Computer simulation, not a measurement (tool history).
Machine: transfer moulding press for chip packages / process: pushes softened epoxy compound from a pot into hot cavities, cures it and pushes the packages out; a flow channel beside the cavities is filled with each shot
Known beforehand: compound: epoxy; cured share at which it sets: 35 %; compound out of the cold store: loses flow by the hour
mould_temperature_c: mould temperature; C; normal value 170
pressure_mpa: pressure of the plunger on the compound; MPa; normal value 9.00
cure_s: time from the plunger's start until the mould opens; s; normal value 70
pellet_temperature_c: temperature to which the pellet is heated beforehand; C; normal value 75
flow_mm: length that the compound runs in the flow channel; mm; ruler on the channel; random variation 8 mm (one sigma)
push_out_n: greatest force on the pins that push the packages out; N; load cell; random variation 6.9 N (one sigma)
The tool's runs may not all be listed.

run	hour	mould_temperature_c	pressure_mpa	cure_s	pellet_temperature_c	incoming compound's hours out of the cold store	flow_mm	push_out_n
1	0.0	170	9.00	70	75	25.9	977	337
2	38.5	170	9.00	70	75	46.4	881	457
# hour 51.0: cavities cleaned with cleaning compound and waxed
3	78.5	170	9.00	55	75	13.2	1003	866
# hour 108.0: cavities cleaned with cleaning compound and waxed
4	116.7	170	9.00	70	83	32.8	918	325
5	156.4	170	9.00	104	75	12.8	991	292
# hour 164.1: cavities cleaned with cleaning compound and waxed
6	195.4	170	9.00	70	75	16.1	969	446
# hour 208.2: plunger's sealing rings changed
# hour 224.4: cavities cleaned with cleaning compound and waxed
7	233.7	170	9.00	70	75	18.2	1020	333
8	258.6	170	9.00	70	75	11.2	1037	462
# hour 282.1: cavities cleaned with cleaning compound and waxed
9	294.1	170	9.00	70	75	42.3	903	342
10	322.3	170	9.00	53	75	8.3	1043	1012
# hour 338.8: cavities cleaned with cleaning compound and waxed
11	357.6	170	9.00	70	75	10.4	1029	409
12	380.5	170	9.00	70	75	29.9	948	462
# hour 396.7: cavities cleaned with cleaning compound and waxed
13	420.8	170	9.00	70	75	14.6	996	431
# hour 453.6: cavities cleaned with cleaning compound and waxed
14	456.4	163	9.00	70	75	16.4	1008	516
15	474.9	163	9.00	70	75	41.7	920	594

Run 16, settings as shown, results not yet in. Your forecast:
# hour 510.5: cavities cleaned with cleaning compound and waxed
16	510.9	163	7.68	78	75	39.6	?	?

Run 16 gave flow_mm 835 mm, push_out_n 339 N.
If the tool had no hidden condition, the same run with the same run-to-run variation would have returned flow_mm 871 mm, push_out_n 347 N.
